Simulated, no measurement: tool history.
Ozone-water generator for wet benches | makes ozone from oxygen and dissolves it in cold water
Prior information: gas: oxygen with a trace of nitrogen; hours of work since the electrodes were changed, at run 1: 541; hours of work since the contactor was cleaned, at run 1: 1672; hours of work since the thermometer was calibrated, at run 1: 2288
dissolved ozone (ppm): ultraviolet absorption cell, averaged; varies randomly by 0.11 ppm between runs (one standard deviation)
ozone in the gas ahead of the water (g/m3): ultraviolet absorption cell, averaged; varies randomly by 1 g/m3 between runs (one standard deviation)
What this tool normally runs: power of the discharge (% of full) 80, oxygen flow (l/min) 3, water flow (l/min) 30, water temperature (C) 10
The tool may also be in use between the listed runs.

| run | hour | power of the discharge (% of full) | oxygen flow (l/min) | water flow (l/min) | water temperature (C) | hours of work since the electrodes were changed | hours of work since the contactor was cleaned | hours of work since the thermometer was calibrated | dissolved ozone (ppm) | ozone in the gas ahead of the water (g/m3) |
|---|---|---|---|---|---|---|---|---|---|---|
| 1 | 0 | 80 | 3 | 30 | 10 | 541 | 1672 | 2288 | 8.8 | 173.6 |
| 2 | 177.2 | 80 | 3 | 30 | 10 | 708 | 1840 | 2455 | 8.8 | 171.4 |
| 3 | 341.5 | 80 | 3 | 30 | 10 | 864 | 1995 | 2611 | 8.7 | 169.9 |
|  | 398.4 | water thermometer calibrated |
| 4 | 484.3 | 80 | 3 | 30 | 10 | 998 | 2130 | 81 | 8.8 | 169.9 |
| 5 | 596 | 80 | 2.23 | 30 | 10 | 1104 | 2235 | 187 | 7.5 | 190.8 |
| 6 | 691.7 | 80 | 2.23 | 30 | 10 | 1194 | 2326 | 277 | 7.4 | 193.4 |
| 7 | 853.7 | 80 | 3 | 30 | 7 | 1348 | 2479 | 430 | 8.6 | 165.1 |
| 8 | 1007.8 | 80 | 3 | 30 | 7 | 1493 | 2624 | 576 | 8.6 | 167.1 |
| 9 | 1155.1 | 54 | 3 | 30 | 10 | 1633 | 2764 | 715 | 5.8 | 115.2 |
| 10 | 1307 | 54 | 3 | 30 | 10 | 1776 | 2907 | 859 | 6 | 115.9 |
|  | 1327.3 | contactor cleaned |
| 11 | 1430.2 | 80 | 3 | 30 | 10 | 1889 | 97 | 972 | 7.9 | 162.3 |
| 12 | 1534.2 | 80 | 3 | 30 | 10 | 1987 | 196 | 1070 | 7.7 | 161.5 |
| 13 | 1751 | 80 | 3 | 30 | 10 | 2192 | 401 | 1275 | 7.7 | 160.4 |
| 14 | 1885.5 | 48 | 3 | 25 | 10 | 2319 | 528 | 1402 | 6.3 | 102.2 |
|  | 2007.5 | contactor cleaned, once more |
| 15 | 2101.3 | 48 | 3 | 25 | 10 | 2519 | 89 | 1602 | 6.5 | 101.8 |
| 16 | 2234.3 | 48 | 3 | 25 | 10 | 2645 | 214 | 1728 | 6.7 | 100.7 |
| 17 | 2427.2 | 48 | 3 | 25 | 10 | 2828 | 397 | 1911 | 6.7 | 101.7 |
| 18 | 2535.7 | 48 | 3 | 25 | 10 | 2930 | 499 | 2013 | 6.5 | 100.3 |
| 19 | 2757.2 | 48 | 3 | 25 | 10 | 3140 | 709 | 2222 | 6.5 | 99.6 |
| 20 | 2948.4 | 80 | 3 | 19 | 10 | 3320 | 890 | 2403 | 13.3 | 151.2 |
| 21 | 3110.6 | 92 | 3 | 31 | 15 | 3474 | 1043 | 2557 | 8.1 | 166.4 |
|  | 3230.5 | water thermometer calibrated |
| 22 | 3230.5 | 83 | 4.81 | 38 | 7 | 3587 | 1156 | 0 | 7.1 | 125.4 |
| 23 | 3373.9 | 56 | 4.41 | 21 | 6 | 3722 | 1291 | 136 | 10.1 | 94.2 |
| 24 | 3578.4 | 56 | 4.41 | 21 | 6 | 3915 | 1485 | 329 | 10 | 93.9 |
| 25 | 3673.5 | 65 | 4.41 | 21 | 13 | 4005 | 1575 | 419 | 10.7 | 104.7 |
| 26 | 3884.5 | 65 | 2.38 | 19 | 13 | 4205 | 1774 | 618 | 9.7 | 132.7 |

Predict each of these 5 candidate next runs independently; none follows another, all start after run 26:
| A | 4102 | 67 | 2.49 | 19 | 13 | 4411 | 1980 | 824 | ? | ? |
| B | 4102 | 65 | 2.17 | 19 | 13 | 4411 | 1980 | 824 | ? | ? |
| C | 4102 | 65 | 1.65 | 19 | 13 | 4411 | 1980 | 824 | ? | ? |
| D | 4102 | 59 | 3 | 30 | 10 | 4411 | 1980 | 824 | ? | ? |
| E | 4102 | 80 | 2.54 | 30 | 16 | 4411 | 1980 | 824 | ? | ? |

| run | dissolved ozone (ppm) | ozone in the gas ahead of the water (g/m3) |
|---|---|---|
| A | 9.8 | 132.9 |
| B | 9.1 | 135.7 |
| C | 8.2 | 153.7 |
| D | 5.8 | 113.4 |
| E | 6.4 | 150.7 |
Stripped of hidden state, with their random variation kept, the same runs would have yielded:
| run | dissolved ozone (ppm) | ozone in the gas ahead of the water (g/m3) |
|---|---|---|
| A | 12.3 | 162 |
| B | 11.4 | 164.7 |
| C | 10.3 | 186.5 |
| D | 7.1 | 135 |
| E | 8.4 | 189.5 |

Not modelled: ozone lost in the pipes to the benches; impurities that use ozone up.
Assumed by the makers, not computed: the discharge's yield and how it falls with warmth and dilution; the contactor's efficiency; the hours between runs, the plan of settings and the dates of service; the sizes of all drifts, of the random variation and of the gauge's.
